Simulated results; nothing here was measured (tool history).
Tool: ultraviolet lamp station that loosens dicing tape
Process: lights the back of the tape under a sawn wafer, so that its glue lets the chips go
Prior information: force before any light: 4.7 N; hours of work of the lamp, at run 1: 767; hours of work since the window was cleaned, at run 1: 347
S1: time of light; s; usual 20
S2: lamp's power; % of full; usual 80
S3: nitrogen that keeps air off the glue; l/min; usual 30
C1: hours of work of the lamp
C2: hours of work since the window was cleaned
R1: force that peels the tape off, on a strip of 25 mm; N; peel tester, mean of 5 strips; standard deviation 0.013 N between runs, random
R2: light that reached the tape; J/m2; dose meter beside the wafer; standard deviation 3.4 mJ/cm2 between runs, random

{"run": 1, "hour": 0.0, "S1": 20, "S2": 80, "S3": 30, "C1": 767, "C2": 347, "R1": 0.967, "R2": 3970}
{"run": 2, "hour": 69.7, "S1": 20, "S2": 80, "S3": 30, "C1": 816, "C2": 396, "R1": 0.996, "R2": 3830}
{"hour": 87.2, "done": "window cleaned of glue's vapour"}
{"run": 3, "hour": 129.8, "S1": 20, "S2": 80, "S3": 41, "C1": 858, "C2": 30, "R1": 0.733, "R2": 4420}
{"run": 4, "hour": 170.8, "S1": 20, "S2": 80, "S3": 41, "C1": 887, "C2": 59, "R1": 0.763, "R2": 4350}
{"run": 5, "hour": 241.2, "S1": 35, "S2": 80, "S3": 30, "C1": 936, "C2": 108, "R1": 0.36, "R2": 7310}
{"run": 6, "hour": 276.4, "S1": 20, "S2": 80, "S3": 30, "C1": 961, "C2": 133, "R1": 0.884, "R2": 4190}
{"run": 7, "hour": 318.4, "S1": 20, "S2": 80, "S3": 47, "C1": 990, "C2": 162, "R1": 0.805, "R2": 4060}
{"run": 8, "hour": 384.7, "S1": 20, "S2": 80, "S3": 29, "C1": 1037, "C2": 209, "R1": 0.984, "R2": 3980}
{"run": 9, "hour": 420.0, "S1": 20, "S2": 80, "S3": 29, "C1": 1062, "C2": 234, "R1": 0.972, "R2": 3870}
{"run": 10, "hour": 493.4, "S1": 20, "S2": 80, "S3": 30, "C1": 1113, "C2": 285, "R1": 1.025, "R2": 3810}
{"run": 11, "hour": 542.4, "S1": 20, "S2": 89, "S3": 30, "C1": 1148, "C2": 320, "R1": 0.902, "R2": 4200}
{"run": 12, "hour": 587.8, "S1": 20, "S2": 80, "S3": 30, "C1": 1180, "C2": 352, "R1": 1.074, "R2": 3650}
{"run": 13, "hour": 624.0, "S1": 20, "S2": 80, "S3": 30, "C1": 1205, "C2": 377, "R1": 1.116, "R2": 3570}
{"hour": 670.1, "done": "window cleaned of glue's vapour"}
{"run": 14, "hour": 691.2, "S1": 20, "S2": 80, "S3": 30, "C1": 1252, "C2": 15, "R1": 0.959, "R2": 4060}
{"run": 15, "hour": 755.4, "S1": 20, "S2": 80, "S3": 30, "C1": 1297, "C2": 60, "R1": 0.974, "R2": 3930}
{"run": 16, "hour": 817.0, "S1": 20, "S2": 80, "S3": 30, "C1": 1340, "C2": 103, "R1": 1.019, "R2": 3860}
{"run": 17, "hour": 875.9, "S1": 20, "S2": 80, "S3": 11, "C1": 1382, "C2": 145, "R1": 1.468, "R2": 3790}
{"run": 18, "hour": 918.3, "S1": 20, "S2": 80, "S3": 11, "C1": 1412, "C2": 174, "R1": 1.541, "R2": 3690}
{"run": 19, "hour": 955.8, "S1": 11, "S2": 80, "S3": 30, "C1": 1438, "C2": 201, "R1": 2.126, "R2": 1980}
{"run": 20, "hour": 1003.0, "S1": 20, "S2": 80, "S3": 30, "C1": 1471, "C2": 234, "R1": 1.118, "R2": 3510}
{"run": 21, "hour": 1047.0, "S1": 20, "S2": 80, "S3": 30, "C1": 1502, "C2": 265, "R1": 1.15, "R2": 3450}
{"run": 22, "hour": 1109.2, "S1": 35, "S2": 99, "S3": 28, "C1": 1546, "C2": 308, "R1": 0.37, "R2": 7370}
{"run": 23, "hour": 1148.4, "S1": 35, "S2": 99, "S3": 28, "C1": 1573, "C2": 336, "R1": 0.406, "R2": 7220}
{"run": 24, "hour": 1202.9, "S1": 35, "S2": 99, "S3": 28, "C1": 1612, "C2": 374, "R1": 0.408, "R2": 7030}
{"hour": 1217.3, "done": "lamp changed"}
{"run": 25, "hour": 1233.7, "S1": 35, "S2": 99, "S3": 28, "C1": 11, "C2": 395, "R1": 0.245, "R2": 10050}
{"hour": 1254.9, "done": "window cleaned of glue's vapour"}
{"run": 26, "hour": 1277.7, "S1": 35, "S2": 99, "S3": 28, "C1": 42, "C2": 16, "R1": 0.229, "R2": 11360}
{"run": 27, "hour": 1329.7, "S1": 35, "S2": 88, "S3": 28, "C1": 79, "C2": 53, "R1": 0.255, "R2": 9920}
{"run": 28, "hour": 1385.3, "S1": 27, "S2": 80, "S3": 53, "C1": 118, "C2": 92, "R1": 0.341, "R2": 6860}
{"run": 29, "hour": 1442.5, "S1": 23, "S2": 63, "S3": 30, "C1": 158, "C2": 132, "R1": 0.788, "R2": 4530}
{"run": 30, "hour": 1494.9, "S1": 11, "S2": 76, "S3": 57, "C1": 195, "C2": 169, "R1": 1.373, "R2": 2510}
{"run": 31, "hour": 1530.8, "S1": 19, "S2": 72, "S3": 55, "C1": 220, "C2": 194, "R1": 0.759, "R2": 4070}
{"run": 32, "hour": 1580.9, "S1": 20, "S2": 73, "S3": 24, "C1": 255, "C2": 229, "R1": 0.937, "R2": 4220}
{"run": 33, "hour": 1645.0, "S1": 33, "S2": 64, "S3": 49, "C1": 300, "C2": 274, "R1": 0.402, "R2": 6070}
{"run": 34, "hour": 1714.6, "S1": 14, "S2": 93, "S3": 22, "C1": 349, "C2": 323, "R1": 1.259, "R2": 3610}
{"run": 35, "hour": 1773.3, "S1": 14, "S2": 93, "S3": 22, "C1": 390, "C2": 364, "R1": 1.265, "R2": 3520}
{"hour": 1836.8, "done": "window cleaned of glue's vapour"}
{"run": 36, "hour": 1847.8, "S1": 21, "S2": 99, "S3": 30, "C1": 442, "C2": 8, "R1": 0.456, "R2": 6380}
{"run": 37, "hour": 1907.5, "S1": 21, "S2": 79, "S3": 29, "C1": 484, "C2": 50, "R1": 0.703, "R2": 4930}
{"run": 38, "hour": 1963.3, "S1": 28, "S2": 79, "S3": 32, "C1": 523, "C2": 89, "R1": 0.425, "R2": 6430}
{"run": 39, "hour": 2006.9, "S1": 28, "S2": 79, "S3": 32, "C1": 554, "C2": 119, "R1": 0.439, "R2": 6400}
{"run": 40, "hour": 2036.9, "S1": 28, "S2": 79, "S3": 32, "C1": 575, "C2": 141, "R1": 0.466, "R2": 6240}
{"run": 41, "hour": 2098.1, "S1": 28, "S2": 79, "S3": 32, "C1": 618, "C2": 184, "R1": 0.461, "R2": 6120}
{"run": 42, "hour": 2146.9, "S1": 28, "S2": 79, "S3": 32, "C1": 652, "C2": 218, "R1": 0.485, "R2": 6010}

Consider 5 possible next runs. They are alternatives, not a sequence: every one starts from the tool as it was left by run 42. What does each give?
{"run": "A", "hour": 2221.1, "S1": 20, "S2": 80, "S3": 25, "C1": 705, "C2": 270, "R1": "?", "R2": "?"}
{"run": "B", "hour": 2221.1, "S1": 20, "S2": 90, "S3": 30, "C1": 705, "C2": 270, "R1": "?", "R2": "?"}
{"run": "C", "hour": 2221.1, "S1": 15, "S2": 87, "S3": 30, "C1": 705, "C2": 270, "R1": "?", "R2": "?"}
{"run": "D", "hour": 2221.1, "S1": 25, "S2": 80, "S3": 17, "C1": 705, "C2": 270, "R1": "?", "R2": "?"}
{"run": "E", "hour": 2221.1, "S1": 10, "S2": 80, "S3": 20, "C1": 705, "C2": 270, "R1": "?", "R2": "?"}

run=A R1=0.959 R2=4280
run=B R1=0.76 R2=4770
run=C R1=1.177 R2=3460
run=D R1=0.806 R2=5270
run=E R1=2.24 R2=2120
Stripped of hidden state, with their random variation kept, the same runs would have yielded:
run=A R1=0.661 R2=5450
run=B R1=0.509 R2=6090
run=C R1=0.837 R2=4410
run=D R1=0.546 R2=6720
run=E R1=1.819 R2=2700
